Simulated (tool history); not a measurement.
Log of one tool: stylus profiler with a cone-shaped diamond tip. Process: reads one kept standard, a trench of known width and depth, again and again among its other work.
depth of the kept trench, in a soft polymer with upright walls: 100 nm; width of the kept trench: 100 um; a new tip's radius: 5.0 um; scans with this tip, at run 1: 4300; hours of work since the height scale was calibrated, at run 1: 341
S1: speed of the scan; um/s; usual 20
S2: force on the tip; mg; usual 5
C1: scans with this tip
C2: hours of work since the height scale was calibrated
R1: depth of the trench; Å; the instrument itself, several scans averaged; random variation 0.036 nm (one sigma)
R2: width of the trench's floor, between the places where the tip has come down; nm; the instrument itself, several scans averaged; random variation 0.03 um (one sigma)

run 1 hour=0 | S1=20 S2=5 | C1=4300 C2=341 | R1=1024.5 R2=97890
run 2 hour=73 | S1=20 S2=5 | C1=4975 C2=395 | R1=1024.5 R2=97880
run 3 hour=122.2 | S1=20 S2=5 | C1=5430 C2=431 | R1=1024 R2=97940
run 4 hour=197.2 | S1=20 S2=5.44 | C1=6124 C2=486 | R1=1025.7 R2=97960
run 5 hour=235.4 | S1=20 S2=3.82 | C1=6476 C2=514 | R1=1020.6 R2=97930
run 6 hour=282.5 | S1=20 S2=3.82 | C1=6912 C2=549 | R1=1020.6 R2=97970
run 7 hour=343.8 | S1=20 S2=5 | C1=7478 C2=594 | R1=1024.2 R2=97960
run 8 hour=392.7 | S1=5 S2=5 | C1=7931 C2=630 | R1=1024.1 R2=97920
run 9 hour=460.7 | S1=5 S2=5 | C1=8560 C2=680 | R1=1024.2 R2=98010
run 10 hour=534.4 | S1=5 S2=5 | C1=9241 C2=734 | R1=1023.9 R2=97980
run 11 hour=583.8 | S1=5 S2=5 | C1=9698 C2=770 | R1=1024.2 R2=98000
run 12 hour=621.5 | S1=8 S2=5 | C1=10047 C2=798 | R1=1024.3 R2=98000
run 13 hour=668.3 | S1=20 S2=11.79 | C1=10479 C2=832 | R1=1043 R2=97960
run 14 hour=722 | S1=20 S2=11.79 | C1=10975 C2=871 | R1=1042 R2=97940
run 15 hour=805.8 | S1=13 S2=7.23 | C1=11750 C2=933 | R1=1031.6 R2=97980
run 16 hour=867 | S1=13 S2=7.23 | C1=12316 C2=978 | R1=1031.2 R2=97950
run 17 hour=934.6 | S1=36 S2=12.74 | C1=12941 C2=1028 | R1=1045 R2=97920
run 18 hour=1007.4 | S1=12 S2=3.02 | C1=13614 C2=1081 | R1=1017.2 R2=98010
run 19 hour=1053.6 | S1=9 S2=10.3 | C1=14042 C2=1115 | R1=1039 R2=97980
run 20 hour=1107.4 | S1=9 S2=3.71 | C1=14539 C2=1154 | R1=1019.5 R2=97980
run 21 hour=1147.1 | S1=20 S2=2.21 | C1=14906 C2=1184 | R1=1014.2 R2=97850
run 22 hour=1218.4 | S1=25 S2=8.1 | C1=15565 C2=1236 | R1=1033.4 R2=97900
run 23 hour=1284.7 | S1=74 S2=13.37 | C1=16178 C2=1285 | R1=1046.7 R2=97830
run 24 hour=1344 | S1=16 S2=10.33 | C1=16726 C2=1328 | R1=1039.1 R2=97980
run 25 hour=1393.4 | S1=20 S2=5.36 | C1=17183 C2=1364 | R1=1025.5 R2=97940

4 ways to go on from here, each from the tool as it stands after run 25. What would each give?
run A hour=1450.5 | S1=69 S2=5.31 | C1=17711 C2=1406 | R1=? R2=?
run B hour=1450.5 | S1=31 S2=8.02 | C1=17711 C2=1406 | R1=? R2=?
run C hour=1450.5 | S1=18 S2=10.51 | C1=17711 C2=1406 | R1=? R2=?
run D hour=1450.5 | S1=22 S2=7.47 | C1=17711 C2=1406 | R1=? R2=?

run=A R1=1024.7 R2=97810
run=B R1=1033.3 R2=97920
run=C R1=1040.4 R2=97950
run=D R1=1031.6 R2=97960
Without the tool's hidden state the same runs would have given:
run=A R1=1024.6 R2=97820
run=B R1=1033.1 R2=97930
run=C R1=1040.2 R2=97970
run=D R1=1031.4 R2=97970
